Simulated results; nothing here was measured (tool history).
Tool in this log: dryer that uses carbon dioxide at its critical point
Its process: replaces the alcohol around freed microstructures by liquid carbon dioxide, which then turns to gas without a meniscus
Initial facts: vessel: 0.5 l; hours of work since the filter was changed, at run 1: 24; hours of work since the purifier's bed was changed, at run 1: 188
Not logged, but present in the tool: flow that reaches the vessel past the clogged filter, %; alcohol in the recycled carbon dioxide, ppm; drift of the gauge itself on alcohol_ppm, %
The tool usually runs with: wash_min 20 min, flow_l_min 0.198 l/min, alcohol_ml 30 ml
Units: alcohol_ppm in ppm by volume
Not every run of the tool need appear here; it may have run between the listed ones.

run    hour  wash_min  flow_l_min  alcohol_ml  hours of work since the filter was changed  hours of work since the purifier's bed was changed  alcohol_ppm
  1       0        20       0.198          30                                          24                                                 188          105
  2      38        20       0.198          30                                          47                                                 211          124
  3    73.2        20       0.198          30                                          69                                                 233          122
  4   114.9        20       0.198          30                                          94                                                 259          136
  5   140.1        16       0.198          30                                         110                                                 274          258
  6   160.2        16       0.198          30                                         122                                                 286          258
  7   199.9        16       0.198          30                                         147                                                 311          286
  8   234.3        16       0.287          30                                         168                                                 332          140
  9   271.9        20       0.198          41                                         191                                                 355          196
 10   297.9        20        0.18          30                                         207                                                 371          230
 11   324.1        20        0.18          30                                         223                                                 387          253
 12   363.6        20        0.18          30                                         247                                                 411          274
 13   384.7        20        0.18          30                                         260                                                 424          274
 14   408.2        20        0.18          30                                         274                                                 439          286
 15   447.4        20        0.18          30                                         299                                                 463          292
 16   484.7        20       0.198          30                                         321                                                 486          267
 17   529.1        20       0.198          30                                         349                                                 513          284
      549.8  -- inlet filter changed
 18   552.2        20       0.198          30                                           1                                                 527          248
 19   591.2        20       0.198          30                                          25                                                 551          255
        610  -- purifier's bed changed
 20   627.3        20       0.198          30                                          46                                                  11           41
 21   651.2        15       0.298          52                                          60                                                  25           33
 22   692.5        18       0.198          25                                          86                                                  51           81
 23   714.3        18       0.198          25                                          99                                                  64           97
 24   735.3        18       0.198          25                                         112                                                  77           91
 25   778.4        24       0.268          40                                         138                                                 103           53
 26   800.1        14       0.198         100                                         152                                                 117         1209
 27   840.6        14       0.198         100                                         177                                                 142         1303
 28   882.3        14       0.198         100                                         202                                                 167         1352
 29     901        14       0.198         100                                         214                                                 179         1428
 30   938.8        19       0.151          25                                         237                                                 202          420
 31   957.9        32       0.173         100                                         249                                                 214          106
 32   976.9        32       0.182         100                                         260                                                 225           98
 33  1012.2        20       0.182          41                                         282                                                 247          246
 34  1045.8        20       0.182          41                                         303                                                 268          269
 35  1090.2        20       0.182          41                                         330                                                 295          283
 36  1111.9        18       0.205         111                                         343                                                 308          542
     1140.1  -- inlet filter changed
 37  1144.6        18       0.205         111                                           3                                                 328          276
 38  1186.7        18       0.205         111                                          29                                                 354          300
 39  1231.4        17       0.246          30                                          56                                                 381          159

5 ways to go on from here, each from the tool as it stands after run 39. What would each give?
  A  1252.8        17       0.246          30                                          69                                                 394            ?
  B  1252.8        20       0.331          30                                          69                                                 394            ?
  C  1252.8        22       0.198          30                                          69                                                 394            ?
  D  1252.8        19       0.198          80                                          69                                                 394            ?
  E  1252.8        17       0.272          30                                          69                                                 394            ?

run  alcohol_ppm
  A          184
  B          165
  C          184
  D          277
  E          165
What these runs would have given with no unlogged condition in the tool:
run  alcohol_ppm
  A           16
  B            4
  C           16
  D           92
  E            3
